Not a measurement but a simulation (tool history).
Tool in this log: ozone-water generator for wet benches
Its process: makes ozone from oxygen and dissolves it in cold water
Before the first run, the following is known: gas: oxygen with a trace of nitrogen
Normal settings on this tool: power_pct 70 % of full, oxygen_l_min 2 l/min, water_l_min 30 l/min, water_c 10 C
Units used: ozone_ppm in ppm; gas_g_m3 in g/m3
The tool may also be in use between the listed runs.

run	day	power_pct	oxygen_l_min	water_l_min	water_c	ozone_ppm	gas_g_m3
1	0	70	2	30	10	10.3	221
2	4.667	70	2	30	10	10.3	221.4
3	8.658	70	2	30	10	10.2	220.4
4	11.758	70	2	21	10	15.2	219.9
5	15.333	70	2	21	10	15.1	220.7
6	17.758	70	2	30	10	10.2	220.2
7	23.354	42	2	30	10	7.6	159.2
8	27.55	42	2	20	10	11.6	158.9
9	30.896	70	2.18	30	10	10.7	211.8
10	35.658	70	2.18	30	10	10.6	213.1
11	39.279	44	1.18	30	7	6	207.4
# day 41.092: water thermometer calibrated
12	43.588	84	2.99	30	15	12.9	206.7
13	46.175	70	1.43	30	16	8.9	257.7
14	48.567	97	1.9	30	7	12.7	280.2
15	53.688	97	2.94	30	15	14.1	228.1
16	55.971	92	2.76	30	13	13.5	230.1
17	60.692	70	2	20	9	15.9	220.9
18	63.238	70	2	44	10	6.4	220.5

Below are 5 alternative next runs, each starting from the tool's condition after run 18. Predict each:
A	66.321	70	2	30	7	?	?
B	66.321	58	2	30	10	?	?
C	66.321	70	2	35	10	?	?
D	66.321	70	2	30	10	?	?
E	66.321	70	2	38	6	?	?

run	ozone_ppm	gas_g_m3
A	10.5	218.2
B	9.4	194.8
C	8.7	221.9
D	10.3	220.1
E	8	219.7
Without the tool's unlogged condition, the same runs would have read:
run	ozone_ppm	gas_g_m3
A	10.5	218.4
B	9.4	195
C	8.7	222
D	10.3	220.3
E	8	219.8
